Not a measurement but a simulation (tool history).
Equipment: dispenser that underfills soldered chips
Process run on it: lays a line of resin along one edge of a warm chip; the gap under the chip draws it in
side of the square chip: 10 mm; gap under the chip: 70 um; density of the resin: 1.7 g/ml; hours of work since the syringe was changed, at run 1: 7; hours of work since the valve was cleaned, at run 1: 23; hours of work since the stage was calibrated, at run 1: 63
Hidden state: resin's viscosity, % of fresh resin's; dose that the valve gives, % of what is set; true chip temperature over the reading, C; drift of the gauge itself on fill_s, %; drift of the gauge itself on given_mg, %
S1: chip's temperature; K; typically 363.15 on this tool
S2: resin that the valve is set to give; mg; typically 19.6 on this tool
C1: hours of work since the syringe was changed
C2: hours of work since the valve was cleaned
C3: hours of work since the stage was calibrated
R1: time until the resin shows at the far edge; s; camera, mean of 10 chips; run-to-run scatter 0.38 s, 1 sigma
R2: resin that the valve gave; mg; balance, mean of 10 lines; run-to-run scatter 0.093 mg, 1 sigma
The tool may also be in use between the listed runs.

run,hour,S1,S2,C1,C2,C3,R1,R2
1,0.0,363.15,19.6,7,23,63,29.0,19.21
# hour 5.4: new syringe of resin
2,6.9,363.15,17.2,1,27,68,24.1,17.08
3,12.7,363.15,17.2,5,31,71,28.7,16.85
4,17.9,363.15,18.2,8,34,75,31.4,17.82
# hour 21.4: new syringe of resin
5,22.8,363.15,18.2,1,38,78,25.4,17.64
6,27.2,363.15,23.6,4,41,81,26.3,23.08
7,33.1,363.15,19.6,8,45,85,30.9,19.03
# hour 37.7: new syringe of resin
8,40.9,349.15,19.6,2,50,90,41.1,18.96
9,44.5,349.15,17.1,5,52,92,44.7,16.55
10,51.9,349.15,17.1,10,57,97,52.8,16.57
# hour 53.7: new syringe of resin
11,56.5,363.15,24.8,2,60,100,24.0,23.69
12,62.5,363.15,24.8,6,64,104,27.2,23.76
13,66.5,363.15,19.6,9,67,107,30.4,18.86
# hour 69.6: new syringe of resin
14,70.6,366.15,19.6,1,69,110,22.1,18.66
15,77.6,363.15,19.0,5,74,114,27.6,18.12

Estimate the outcome of run 16 from the log above:
16,81.9,370.15,21.7,8,77,117,?,?

R1: 25.2 s
R2: 20.54 mg
Had the tool carried no hidden state, the very same run would have given R1 19.5 s, R2 21.61 mg.
